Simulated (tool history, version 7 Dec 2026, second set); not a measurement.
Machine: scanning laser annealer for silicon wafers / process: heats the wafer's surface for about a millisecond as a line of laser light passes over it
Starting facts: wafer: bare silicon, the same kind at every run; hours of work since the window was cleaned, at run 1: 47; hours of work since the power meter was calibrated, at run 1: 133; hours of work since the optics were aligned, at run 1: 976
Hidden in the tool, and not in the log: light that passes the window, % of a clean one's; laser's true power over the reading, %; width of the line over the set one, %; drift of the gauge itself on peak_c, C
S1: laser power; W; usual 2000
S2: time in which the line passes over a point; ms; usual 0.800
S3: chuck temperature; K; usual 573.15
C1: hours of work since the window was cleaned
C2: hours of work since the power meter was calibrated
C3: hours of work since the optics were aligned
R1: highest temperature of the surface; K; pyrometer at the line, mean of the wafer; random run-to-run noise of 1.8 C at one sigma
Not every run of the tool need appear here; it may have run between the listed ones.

Run 1, hour 0.0: usual settings; C1 47; C2 133; C3 976. Result: R1 1329.15 K.
Run 2, hour 7.7: usual settings; C1 52; C2 138; C3 981. Result: R1 1333.15 K.
Run 3, hour 12.1: usual settings; C1 54; C2 140; C3 983. Result: R1 1330.15 K.
Run 4, hour 18.7: usual settings but S3 612.15 K; C1 58; C2 144; C3 987. Result: R1 1368.15 K.
Run 5, hour 26.7: usual settings but S3 612.15 K; C1 63; C2 149; C3 992. Result: R1 1373.15 K.
Run 6, hour 31.1: usual settings but S3 612.15 K; C1 65; C2 152; C3 994. Result: R1 1368.15 K.
Run 7, hour 35.0: usual settings but S3 608.15 K; C1 68; C2 154; C3 997. Result: R1 1364.15 K.
Run 8, hour 41.2: usual settings but S3 608.15 K; C1 71; C2 158; C3 1000. Result: R1 1366.15 K.
Run 9, hour 48.0: usual settings; C1 75; C2 162; C3 1004. Result: R1 1333.15 K.
Run 10, hour 54.9: usual settings but S1 2163 W; C1 79; C2 166; C3 1008. Result: R1 1395.15 K.
Run 11, hour 62.1: usual settings but S1 2163 W; C1 84; C2 170; C3 1013. Result: R1 1396.15 K.
Run 12, hour 69.1: usual settings but S1 2163 W; C1 88; C2 174; C3 1017. Result: R1 1398.15 K.
Run 13, hour 74.1: usual settings but S2 0.575 ms; C1 91; C2 177; C3 1020. Result: R1 1221.15 K.
Run 14, hour 80.9: usual settings but S2 0.828 ms; C1 95; C2 181; C3 1024. Result: R1 1345.15 K.
Run 15, hour 85.6: usual settings; C1 98; C2 184; C3 1027. Result: R1 1331.15 K.
Run 16, hour 90.4: usual settings but S3 555.15 K; C1 100; C2 187; C3 1029. Result: R1 1312.15 K.
Run 17, hour 99.3: usual settings but S1 2151 W; C1 106; C2 192; C3 1035. Result: R1 1389.15 K.
Run 18, hour 108.7: usual settings but S1 2151 W; C1 111; C2 197; C3 1040. Result: R1 1389.15 K.
Run 19, hour 113.5: usual settings but S1 2151 W, S3 579.15 K; C1 114; C2 200; C3 1043. Result: R1 1395.15 K.
Run 20, hour 119.0: usual settings but S1 2151 W, S3 579.15 K; C1 117; C2 203; C3 1046. Result: R1 1391.15 K.
Run 21, hour 125.9: usual settings; C1 121; C2 207; C3 1050. Result: R1 1331.15 K.
Run 22, hour 132.9: usual settings but S1 2017 W, S2 0.651 ms, S3 599.15 K; C1 125; C2 212; C3 1054. Result: R1 1292.15 K.
Run 23, hour 139.7: usual settings but S1 1944 W, S2 0.947 ms, S3 600.15 K; C1 129; C2 216; C3 1058. Result: R1 1395.15 K.
Run 24, hour 148.7: usual settings but S1 2092 W, S2 0.640 ms, S3 540.15 K; C1 135; C2 221; C3 1064. Result: R1 1249.15 K.
Run 25, hour 153.8: usual settings but S1 2092 W, S2 0.640 ms, S3 540.15 K; C1 138; C2 224; C3 1067. Result: R1 1249.15 K.
Run 26, hour 159.0: usual settings but S1 2092 W, S2 0.640 ms, S3 540.15 K; C1 141; C2 227; C3 1070. Result: R1 1251.15 K.
Run 27, hour 166.1: usual settings but S2 0.884 ms, S3 569.15 K; C1 145; C2 231; C3 1074. Result: R1 1360.15 K.
Run 28, hour 171.8: usual settings but S1 1911 W, S2 0.884 ms, S3 569.15 K; C1 148; C2 235; C3 1077. Result: R1 1323.15 K.
Run 29, hour 176.8: usual settings but S1 1911 W, S2 0.884 ms, S3 569.15 K; C1 151; C2 237; C3 1080. Result: R1 1320.15 K.
Run 30, hour 186.2: usual settings but S1 2011 W, S2 0.729 ms, S3 566.15 K; C1 157; C2 243; C3 1086. Result: R1 1294.15 K.
Run 31, hour 193.6: usual settings but S1 2050 W, S3 591.15 K; C1 161; C2 247; C3 1090. Result: R1 1361.15 K.
Run 32, hour 200.6: usual settings but S3 606.15 K; C1 165; C2 252; C3 1094. Result: R1 1360.15 K.
Run 33, hour 206.2: usual settings but S3 606.15 K; C1 169; C2 255; C3 1098. Result: R1 1358.15 K.
Run 34, hour 212.5: usual settings but S2 0.767 ms, S3 574.15 K; C1 172; C2 259; C3 1101. Result: R1 1312.15 K.
Run 35, hour 219.0: usual settings but S2 0.767 ms, S3 574.15 K; C1 176; C2 262; C3 1105. Result: R1 1309.15 K.
Run 36, hour 223.8: usual settings but S2 0.767 ms, S3 574.15 K; C1 179; C2 265; C3 1108. Result: R1 1311.15 K.
Run 37, hour 232.3: usual settings but S2 0.719 ms, S3 574.15 K; C1 184; C2 270; C3 1113. Result: R1 1288.15 K.
Run 38, hour 237.7: usual settings but S1 2187 W, S2 0.719 ms, S3 550.15 K; C1 187; C2 273; C3 1116. Result: R1 1336.15 K.
Run 39, hour 246.8: usual settings but S1 2187 W, S2 0.836 ms, S3 562.15 K; C1 193; C2 279; C3 1122. Result: R1 1404.15 K.
Run 40, hour 253.4: usual settings but S1 2109 W, S2 0.924 ms, S3 543.15 K; C1 196; C2 283; C3 1125. Result: R1 1395.15 K.
Run 41, hour 257.3: usual settings but S1 1742 W, S2 0.696 ms, S3 595.15 K; C1 199; C2 285; C3 1128. Result: R1 1202.15 K.

Alternative continuations, all from the tool just after run 41; predict every row:
Run A, hour 265.1: usual settings but S1 2045 W, S2 0.696 ms, S3 568.15 K; C1 203; C2 290; C3 1132. Result: R1 ?.
Run B, hour 265.1: usual settings but S2 0.679 ms, S3 601.15 K; C1 203; C2 290; C3 1132. Result: R1 ?.
Run C, hour 265.1: usual settings but S1 1838 W, S2 0.696 ms, S3 610.15 K; C1 203; C2 290; C3 1132. Result: R1 ?.
Run D, hour 265.1: usual settings but S2 0.669 ms, S3 589.15 K; C1 203; C2 290; C3 1132. Result: R1 ?.

run       R1
  A  1283.15
  B  1293.15
  C  1255.15
  D  1274.15
With no hidden state in the tool, these same runs would have given:
run       R1
  A  1305.15
  B  1314.15
  C  1275.15
  D  1296.15

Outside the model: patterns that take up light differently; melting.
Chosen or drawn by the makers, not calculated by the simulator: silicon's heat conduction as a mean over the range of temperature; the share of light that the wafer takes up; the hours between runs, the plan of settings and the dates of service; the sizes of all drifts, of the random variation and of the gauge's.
